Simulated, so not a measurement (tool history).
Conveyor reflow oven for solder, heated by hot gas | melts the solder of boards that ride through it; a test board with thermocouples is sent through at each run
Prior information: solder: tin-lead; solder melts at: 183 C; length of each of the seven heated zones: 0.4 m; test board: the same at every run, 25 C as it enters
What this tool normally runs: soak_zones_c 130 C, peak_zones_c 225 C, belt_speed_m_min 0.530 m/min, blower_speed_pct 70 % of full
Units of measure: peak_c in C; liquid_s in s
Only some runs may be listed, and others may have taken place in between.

run 1 hour=0.0 | soak_zones_c=130 peak_zones_c=225 belt_speed_m_min=0.530 blower_speed_pct=70 | peak_c=205.21 liquid_s=50.3
-- hour=9.0 flux residue cleaned out of gas plates and filters
run 2 hour=16.7 | soak_zones_c=130 peak_zones_c=225 belt_speed_m_min=0.530 blower_speed_pct=70 | peak_c=204.41 liquid_s=48.9
run 3 hour=26.6 | soak_zones_c=130 peak_zones_c=225 belt_speed_m_min=0.530 blower_speed_pct=70 | peak_c=204.25 liquid_s=48.7
run 4 hour=32.9 | soak_zones_c=130 peak_zones_c=225 belt_speed_m_min=0.530 blower_speed_pct=70 | peak_c=204.30 liquid_s=48.6
run 5 hour=38.0 | soak_zones_c=130 peak_zones_c=225 belt_speed_m_min=0.530 blower_speed_pct=70 | peak_c=204.29 liquid_s=48.8
run 6 hour=44.3 | soak_zones_c=130 peak_zones_c=225 belt_speed_m_min=0.530 blower_speed_pct=70 | peak_c=204.13 liquid_s=48.5
run 7 hour=53.2 | soak_zones_c=143 peak_zones_c=225 belt_speed_m_min=0.530 blower_speed_pct=70 | peak_c=207.10 liquid_s=58.4
run 8 hour=59.9 | soak_zones_c=143 peak_zones_c=225 belt_speed_m_min=0.530 blower_speed_pct=70 | peak_c=207.21 liquid_s=58.1
run 9 hour=65.8 | soak_zones_c=143 peak_zones_c=225 belt_speed_m_min=0.530 blower_speed_pct=70 | peak_c=207.05 liquid_s=58.3
-- hour=75.9 flux residue cleaned out of gas plates and filters, once more
run 10 hour=79.5 | soak_zones_c=143 peak_zones_c=225 belt_speed_m_min=0.530 blower_speed_pct=70 | peak_c=209.15 liquid_s=61.3
run 11 hour=88.0 | soak_zones_c=143 peak_zones_c=225 belt_speed_m_min=0.530 blower_speed_pct=70 | peak_c=209.17 liquid_s=61.4
run 12 hour=93.0 | soak_zones_c=143 peak_zones_c=225 belt_speed_m_min=0.530 blower_speed_pct=70 | peak_c=209.27 liquid_s=62.2
run 13 hour=101.4 | soak_zones_c=130 peak_zones_c=225 belt_speed_m_min=0.525 blower_speed_pct=70 | peak_c=206.74 liquid_s=54.1
run 14 hour=111.9 | soak_zones_c=130 peak_zones_c=225 belt_speed_m_min=0.525 blower_speed_pct=70 | peak_c=206.85 liquid_s=53.7
run 15 hour=119.3 | soak_zones_c=130 peak_zones_c=225 belt_speed_m_min=0.525 blower_speed_pct=70 | peak_c=206.57 liquid_s=53.4
run 16 hour=125.0 | soak_zones_c=130 peak_zones_c=225 belt_speed_m_min=0.537 blower_speed_pct=72 | peak_c=206.58 liquid_s=52.0
run 17 hour=135.9 | soak_zones_c=136 peak_zones_c=225 belt_speed_m_min=0.470 blower_speed_pct=56 | peak_c=207.31 liquid_s=63.1

What will run 18 give?
run 18 hour=141.9 | soak_zones_c=132 peak_zones_c=225 belt_speed_m_min=0.530 blower_speed_pct=70 | peak_c=? liquid_s=?

peak_c: 206.82 C
liquid_s: 53.8 s
On a tool with no hidden condition, and with the same random variation, this run would have come out at peak_c 206.03 C, liquid_s 52.4 s.

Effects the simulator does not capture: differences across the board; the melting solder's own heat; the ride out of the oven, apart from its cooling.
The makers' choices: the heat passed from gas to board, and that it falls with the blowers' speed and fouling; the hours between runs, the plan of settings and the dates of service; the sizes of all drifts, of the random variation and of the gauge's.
